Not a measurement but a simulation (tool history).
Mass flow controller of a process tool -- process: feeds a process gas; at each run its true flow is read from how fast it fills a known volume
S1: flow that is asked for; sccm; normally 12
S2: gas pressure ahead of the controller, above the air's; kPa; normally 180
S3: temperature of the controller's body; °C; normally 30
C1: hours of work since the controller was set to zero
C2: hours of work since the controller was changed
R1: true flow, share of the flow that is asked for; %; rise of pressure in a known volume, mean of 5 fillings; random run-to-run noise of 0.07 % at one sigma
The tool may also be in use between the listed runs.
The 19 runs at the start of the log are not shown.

{"run": 20, "day": 130.429, "S1": 3, "S2": 209, "S3": 31, "C1": 127, "C2": 2058, "R1": 99.03}
{"run": 21, "day": 136.679, "S1": 3, "S2": 209, "S3": 31, "C1": 186, "C2": 2117, "R1": 98.97}
{"run": 22, "day": 141.429, "S1": 13, "S2": 180, "S3": 30, "C1": 231, "C2": 2162, "R1": 99.73}
{"run": 23, "day": 149.267, "S1": 13, "S2": 180, "S3": 30, "C1": 306, "C2": 2236, "R1": 99.91}
{"run": 24, "day": 156.812, "S1": 13, "S2": 180, "S3": 30, "C1": 377, "C2": 2308, "R1": 99.8}
{"run": 25, "day": 163.696, "S1": 6, "S2": 147, "S3": 35, "C1": 442, "C2": 2373, "R1": 99.54}
{"run": 26, "day": 171.517, "S1": 3, "S2": 153, "S3": 30, "C1": 516, "C2": 2447, "R1": 99.88}
{"run": 27, "day": 175.946, "S1": 3, "S2": 257, "S3": 30, "C1": 558, "C2": 2489, "R1": 99.6}
{"run": 28, "day": 180.358, "S1": 3, "S2": 257, "S3": 30, "C1": 600, "C2": 2531, "R1": 99.58}
{"run": 29, "day": 184.288, "S1": 12, "S2": 242, "S3": 35, "C1": 637, "C2": 2568, "R1": 99.69}
{"run": 30, "day": 191.65, "S1": 16, "S2": 226, "S3": 33, "C1": 707, "C2": 2638, "R1": 100.1}
{"run": 31, "day": 199.842, "S1": 12, "S2": 170, "S3": 30, "C1": 784, "C2": 2715, "R1": 100.11}
{"run": 32, "day": 207.771, "S1": 15, "S2": 249, "S3": 33, "C1": 859, "C2": 2790, "R1": 100.09}
{"run": 33, "day": 214.946, "S1": 11, "S2": 174, "S3": 32, "C1": 927, "C2": 2858, "R1": 100.22}
{"run": 34, "day": 221.975, "S1": 11, "S2": 191, "S3": 30, "C1": 994, "C2": 2925, "R1": 100.16}
{"run": 35, "day": 227.917, "S1": 11, "S2": 191, "S3": 22, "C1": 1050, "C2": 2981, "R1": 100.36}
{"run": 36, "day": 235.192, "S1": 11, "S2": 191, "S3": 22, "C1": 1119, "C2": 3050, "R1": 100.55}
{"run": 37, "day": 241.329, "S1": 11, "S2": 191, "S3": 22, "C1": 1177, "C2": 3108, "R1": 100.54}
{"run": 38, "day": 250.25, "S1": 8, "S2": 191, "S3": 29, "C1": 1261, "C2": 3192, "R1": 100.38}
{"run": 39, "day": 254.158, "S1": 5, "S2": 180, "S3": 23, "C1": 1298, "C2": 3229, "R1": 100.65}
{"run": 40, "day": 259.288, "S1": 2, "S2": 171, "S3": 20, "C1": 1347, "C2": 3278, "R1": 102.05}
{"run": 41, "day": 265.754, "S1": 2, "S2": 171, "S3": 20, "C1": 1408, "C2": 3339, "R1": 102.15}
{"run": 42, "day": 274.25, "S1": 12, "S2": 142, "S3": 37, "C1": 1489, "C2": 3419, "R1": 100.5}

Forecast run 43:
{"run": 43, "day": 277.871, "S1": 12, "S2": 191, "S3": 30, "C1": 1523, "C2": 3454, "R1": "?"}

R1: 100.58 %
Had the tool carried no hidden state, the very same run would have given R1 99.19 %.

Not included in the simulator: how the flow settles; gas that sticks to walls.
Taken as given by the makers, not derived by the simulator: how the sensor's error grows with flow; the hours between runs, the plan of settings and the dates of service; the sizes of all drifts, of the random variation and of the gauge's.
